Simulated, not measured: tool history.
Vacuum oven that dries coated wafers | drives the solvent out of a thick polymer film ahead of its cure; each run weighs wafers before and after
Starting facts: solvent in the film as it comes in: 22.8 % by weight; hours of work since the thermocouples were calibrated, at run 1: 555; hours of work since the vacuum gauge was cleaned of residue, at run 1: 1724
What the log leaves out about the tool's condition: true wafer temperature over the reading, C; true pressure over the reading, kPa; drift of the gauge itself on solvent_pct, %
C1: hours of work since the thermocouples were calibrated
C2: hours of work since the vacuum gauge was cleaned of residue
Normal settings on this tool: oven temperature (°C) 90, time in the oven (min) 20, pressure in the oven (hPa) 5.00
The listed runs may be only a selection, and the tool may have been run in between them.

Run 1, day 0.000: usual settings; C1 555; C2 1724. Result: solvent left in the film (%) 3.43.
Run 2, day 2.871: usual settings; C1 586; C2 1754. Result: solvent left in the film (%) 3.46.
At day 4.979: oven's thermocouples calibrated.
Run 3, day 4.979: usual settings; C1 0; C2 1775. Result: solvent left in the film (%) 3.56.
Run 4, day 7.362: usual settings; C1 25; C2 1801. Result: solvent left in the film (%) 3.59.
Run 5, day 11.167: usual settings but pressure in the oven (hPa) 7.60; C1 66; C2 1841. Result: solvent left in the film (%) 3.87.
Run 6, day 15.604: usual settings but pressure in the oven (hPa) 7.60; C1 113; C2 1888. Result: solvent left in the film (%) 3.79.
Run 7, day 19.521: usual settings but oven temperature (°C) 76; C1 154; C2 1929. Result: solvent left in the film (%) 9.85.
Run 8, day 21.412: usual settings but oven temperature (°C) 76; C1 174; C2 1949. Result: solvent left in the film (%) 9.97.
Run 9, day 24.325: usual settings; C1 205; C2 1980. Result: solvent left in the film (%) 3.58.
Run 10, day 28.283: usual settings but oven temperature (°C) 79, time in the oven (min) 17; C1 247; C2 2022. Result: solvent left in the film (%) 9.54.
Run 11, day 32.683: usual settings but pressure in the oven (hPa) 4.85; C1 293; C2 2069. Result: solvent left in the film (%) 3.41.
Run 12, day 37.312: usual settings but oven temperature (°C) 95; C1 342; C2 2118. Result: solvent left in the film (%) 1.96.
Run 13, day 41.454: usual settings but oven temperature (°C) 95, time in the oven (min) 23; C1 386; C2 2162. Result: solvent left in the film (%) 1.60.
Run 14, day 45.462: usual settings but oven temperature (°C) 95, time in the oven (min) 23; C1 429; C2 2204. Result: solvent left in the film (%) 1.63.
Run 15, day 48.942: usual settings but oven temperature (°C) 95, time in the oven (min) 12; C1 465; C2 2241. Result: solvent left in the film (%) 4.33.
Run 16, day 52.358: usual settings but oven temperature (°C) 95, time in the oven (min) 12; C1 502; C2 2277. Result: solvent left in the film (%) 4.31.
Run 17, day 55.683: usual settings but time in the oven (min) 26, pressure in the oven (hPa) 9.67; C1 537; C2 2312. Result: solvent left in the film (%) 2.89.
Run 18, day 57.562: usual settings but oven temperature (°C) 89, pressure in the oven (hPa) 8.36; C1 557; C2 2332. Result: solvent left in the film (%) 4.13.

Entry by entry between the runs, the difference in hidden state between the last listed run before and the first listed run after:
From run 2 to run 3: oven's thermocouples calibrated (day 4.979)
  true wafer temperature over the reading, C: 0.82 -> 0.35; true pressure over the reading, kPa: 0.369 -> 0.374
  difference, measured minus the result without the unlogged condition, solvent left in the film (%): +0.04 -> +0.22
